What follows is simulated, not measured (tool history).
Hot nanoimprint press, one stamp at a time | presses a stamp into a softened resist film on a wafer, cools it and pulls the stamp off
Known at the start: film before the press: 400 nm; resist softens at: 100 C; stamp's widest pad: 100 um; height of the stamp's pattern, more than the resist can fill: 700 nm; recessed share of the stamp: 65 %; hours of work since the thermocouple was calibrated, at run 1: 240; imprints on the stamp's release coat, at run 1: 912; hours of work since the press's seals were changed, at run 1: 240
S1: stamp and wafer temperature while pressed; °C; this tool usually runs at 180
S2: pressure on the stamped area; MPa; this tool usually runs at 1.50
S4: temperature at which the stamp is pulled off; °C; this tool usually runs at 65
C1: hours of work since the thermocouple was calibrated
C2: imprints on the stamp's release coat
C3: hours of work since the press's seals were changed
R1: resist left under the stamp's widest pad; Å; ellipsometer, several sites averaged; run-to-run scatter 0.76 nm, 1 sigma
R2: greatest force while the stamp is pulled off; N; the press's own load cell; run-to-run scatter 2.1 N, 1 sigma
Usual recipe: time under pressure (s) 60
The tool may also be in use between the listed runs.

{"run": 1, "day": 0.0, "S1": 180, "S2": 1.5, "time under pressure (s)": 60, "S4": 65, "C1": 240, "C2": 912, "C3": 240, "R1": 2228, "R2": 92}
{"run": 2, "day": 2.229, "S1": 180, "S2": 1.5, "time under pressure (s)": 60, "S4": 65, "C1": 282, "C2": 1227, "C3": 282, "R1": 2235, "R2": 92}
{"run": 3, "day": 3.629, "S1": 180, "S2": 1.5, "time under pressure (s)": 60, "S4": 65, "C1": 309, "C2": 1424, "C3": 309, "R1": 2210, "R2": 93}
{"run": 4, "day": 5.892, "S1": 180, "S2": 1.31, "time under pressure (s)": 60, "S4": 65, "C1": 351, "C2": 1743, "C3": 351, "R1": 2347, "R2": 90}
{"day": 6.383, "done": "stamp cleaned and given a new release coat"}
{"run": 5, "day": 8.258, "S1": 180, "S2": 1.31, "time under pressure (s)": 60, "S4": 65, "C1": 391, "C2": 264, "C3": 391, "R1": 2347, "R2": 90}
{"run": 6, "day": 10.346, "S1": 180, "S2": 1.31, "time under pressure (s)": 60, "S4": 65, "C1": 431, "C2": 558, "C3": 431, "R1": 2355, "R2": 87}
{"day": 11.892, "done": "plate thermocouple calibrated"}
{"run": 7, "day": 13.721, "S1": 180, "S2": 1.5, "time under pressure (s)": 60, "S4": 65, "C1": 34, "C2": 1016, "C3": 492, "R1": 2215, "R2": 91}
{"run": 8, "day": 15.662, "S1": 180, "S2": 1.5, "time under pressure (s)": 60, "S4": 65, "C1": 71, "C2": 1290, "C3": 529, "R1": 2206, "R2": 89}
{"run": 9, "day": 18.346, "S1": 180, "S2": 1.5, "time under pressure (s)": 60, "S4": 65, "C1": 122, "C2": 1668, "C3": 579, "R1": 2199, "R2": 93}
{"day": 19.375, "done": "stamp cleaned and given a new release coat"}
{"run": 10, "day": 20.679, "S1": 180, "S2": 1.5, "time under pressure (s)": 35, "S4": 65, "C1": 161, "C2": 183, "C3": 619, "R1": 2567, "R2": 89}
{"run": 11, "day": 22.488, "S1": 180, "S2": 1.5, "time under pressure (s)": 35, "S4": 65, "C1": 195, "C2": 438, "C3": 653, "R1": 2578, "R2": 92}
{"run": 12, "day": 24.762, "S1": 180, "S2": 1.5, "time under pressure (s)": 35, "S4": 65, "C1": 238, "C2": 759, "C3": 696, "R1": 2580, "R2": 91}
{"run": 13, "day": 26.175, "S1": 180, "S2": 1.32, "time under pressure (s)": 60, "S4": 65, "C1": 265, "C2": 957, "C3": 723, "R1": 2325, "R2": 91}
{"run": 14, "day": 28.4, "S1": 186, "S2": 1.32, "time under pressure (s)": 60, "S4": 65, "C1": 307, "C2": 1271, "C3": 765, "R1": 2018, "R2": 90}
{"run": 15, "day": 30.242, "S1": 180, "S2": 1.5, "time under pressure (s)": 60, "S4": 65, "C1": 342, "C2": 1531, "C3": 799, "R1": 2201, "R2": 94}
{"day": 32.204, "done": "stamp cleaned and given a new release coat"}
{"run": 16, "day": 33.204, "S1": 180, "S2": 1.7, "time under pressure (s)": 54, "S4": 65, "C1": 393, "C2": 141, "C3": 851, "R1": 2135, "R2": 92}
{"run": 17, "day": 36.05, "S1": 183, "S2": 2.05, "time under pressure (s)": 54, "S4": 65, "C1": 447, "C2": 542, "C3": 904, "R1": 1804, "R2": 90}
{"day": 36.871, "done": "plate thermocouple calibrated"}
{"run": 18, "day": 38.317, "S1": 180, "S2": 1.69, "time under pressure (s)": 60, "S4": 65, "C1": 27, "C2": 844, "C3": 945, "R1": 2065, "R2": 93}
{"run": 19, "day": 41.2, "S1": 177, "S2": 1.75, "time under pressure (s)": 87, "S4": 54, "C1": 82, "C2": 1250, "C3": 999, "R1": 1941, "R2": 112}
{"run": 20, "day": 42.567, "S1": 177, "S2": 1.75, "time under pressure (s)": 87, "S4": 54, "C1": 108, "C2": 1443, "C3": 1025, "R1": 1926, "R2": 111}
{"day": 45.133, "done": "stamp cleaned and given a new release coat"}
{"run": 21, "day": 45.25, "S1": 180, "S2": 1.23, "time under pressure (s)": 60, "S4": 65, "C1": 154, "C2": 17, "C3": 1071, "R1": 2372, "R2": 94}
{"run": 22, "day": 46.642, "S1": 191, "S2": 1.52, "time under pressure (s)": 102, "S4": 50, "C1": 180, "C2": 212, "C3": 1097, "R1": 1375, "R2": 118}
{"run": 23, "day": 49.779, "S1": 169, "S2": 1.5, "time under pressure (s)": 74, "S4": 63, "C1": 239, "C2": 655, "C3": 1157, "R1": 2646, "R2": 97}
{"day": 51.125, "done": "press's hydraulic seals changed and the load cell set to zero"}
{"run": 24, "day": 52.062, "S1": 169, "S2": 1.5, "time under pressure (s)": 74, "S4": 63, "C1": 276, "C2": 930, "C3": 18, "R1": 2628, "R2": 94}
{"day": 54.404, "done": "gauge calibrated"}
{"run": 25, "day": 54.404, "S1": 169, "S2": 1.5, "time under pressure (s)": 74, "S4": 63, "C1": 320, "C2": 1259, "C3": 62, "R1": 2710, "R2": 98}
{"run": 26, "day": 56.258, "S1": 169, "S2": 1.5, "time under pressure (s)": 74, "S4": 63, "C1": 355, "C2": 1520, "C3": 97, "R1": 2703, "R2": 97}
{"day": 58.292, "done": "stamp cleaned and given a new release coat"}
{"run": 27, "day": 59.562, "S1": 191, "S2": 1.5, "time under pressure (s)": 39, "S4": 69, "C1": 413, "C2": 179, "C3": 155, "R1": 1988, "R2": 85}
{"run": 28, "day": 61.025, "S1": 191, "S2": 1.5, "time under pressure (s)": 39, "S4": 69, "C1": 440, "C2": 385, "C3": 182, "R1": 1995, "R2": 82}
{"day": 62.062, "done": "plate thermocouple calibrated"}
{"run": 29, "day": 62.546, "S1": 191, "S2": 1.5, "time under pressure (s)": 96, "S4": 69, "C1": 9, "C2": 582, "C3": 209, "R1": 1443, "R2": 84}

Alternative continuations, all from the tool just after run 29; predict every row:
{"run": "A", "day": 65.296, "S1": 181, "S2": 0.97, "time under pressure (s)": 48, "S4": 69, "C1": 61, "C2": 969, "C3": 261, "R1": "?", "R2": "?"}
{"run": "B", "day": 65.296, "S1": 191, "S2": 1.5, "time under pressure (s)": 96, "S4": 50, "C1": 61, "C2": 969, "C3": 261, "R1": "?", "R2": "?"}
{"run": "C", "day": 65.296, "S1": 178, "S2": 1.5, "time under pressure (s)": 84, "S4": 65, "C1": 61, "C2": 969, "C3": 261, "R1": "?", "R2": "?"}
{"run": "D", "day": 65.296, "S1": 175, "S2": 1.47, "time under pressure (s)": 96, "S4": 60, "C1": 61, "C2": 969, "C3": 261, "R1": "?", "R2": "?"}

run=A R1=2739 R2=87
run=B R1=1430 R2=120
run=C R1=2085 R2=94
run=D R1=2184 R2=102
With no hidden state in the tool, these same runs would have given:
run=A R1=2755 R2=87
run=B R1=1438 R2=119
run=C R1=2096 R2=93
run=D R1=2196 R2=101
